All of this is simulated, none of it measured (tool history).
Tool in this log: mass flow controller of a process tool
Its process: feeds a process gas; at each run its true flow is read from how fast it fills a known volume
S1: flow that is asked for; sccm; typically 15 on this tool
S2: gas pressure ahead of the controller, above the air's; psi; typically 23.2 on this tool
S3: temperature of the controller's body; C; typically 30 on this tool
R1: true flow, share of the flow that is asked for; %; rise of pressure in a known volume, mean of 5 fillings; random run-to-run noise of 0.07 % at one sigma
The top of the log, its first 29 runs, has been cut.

{"run": 30, "hour": 6012.1, "S1": 18, "S2": 31.6, "S3": 37, "R1": 99.68}
{"run": 31, "hour": 6189.0, "S1": 22, "S2": 31.6, "S3": 39, "R1": 100.02}
{"run": 32, "hour": 6331.7, "S1": 31, "S2": 31.3, "S3": 38, "R1": 100.17}
{"run": 33, "hour": 6458.3, "S1": 31, "S2": 24.1, "S3": 27, "R1": 99.89}
{"run": 34, "hour": 6745.4, "S1": 31, "S2": 28.3, "S3": 21, "R1": 99.84}
{"run": 35, "hour": 6934.1, "S1": 10, "S2": 33.6, "S3": 29, "R1": 98.65}
{"run": 36, "hour": 7215.3, "S1": 10, "S2": 33.6, "S3": 29, "R1": 98.46}
{"run": 37, "hour": 7518.5, "S1": 19, "S2": 33.2, "S3": 28, "R1": 99.4}
{"run": 38, "hour": 7758.5, "S1": 13, "S2": 23.2, "S3": 30, "R1": 98.77}
{"run": 39, "hour": 8017.9, "S1": 13, "S2": 23.2, "S3": 30, "R1": 98.54}

Run 40 has not been measured yet. What should we expect?
{"run": 40, "hour": 8148.3, "S1": 7, "S2": 23.2, "S3": 23, "R1": "?"}

Run 40 produced R1 96.94 %.
With no hidden state in the tool, this same run would have given R1 98.55 %.

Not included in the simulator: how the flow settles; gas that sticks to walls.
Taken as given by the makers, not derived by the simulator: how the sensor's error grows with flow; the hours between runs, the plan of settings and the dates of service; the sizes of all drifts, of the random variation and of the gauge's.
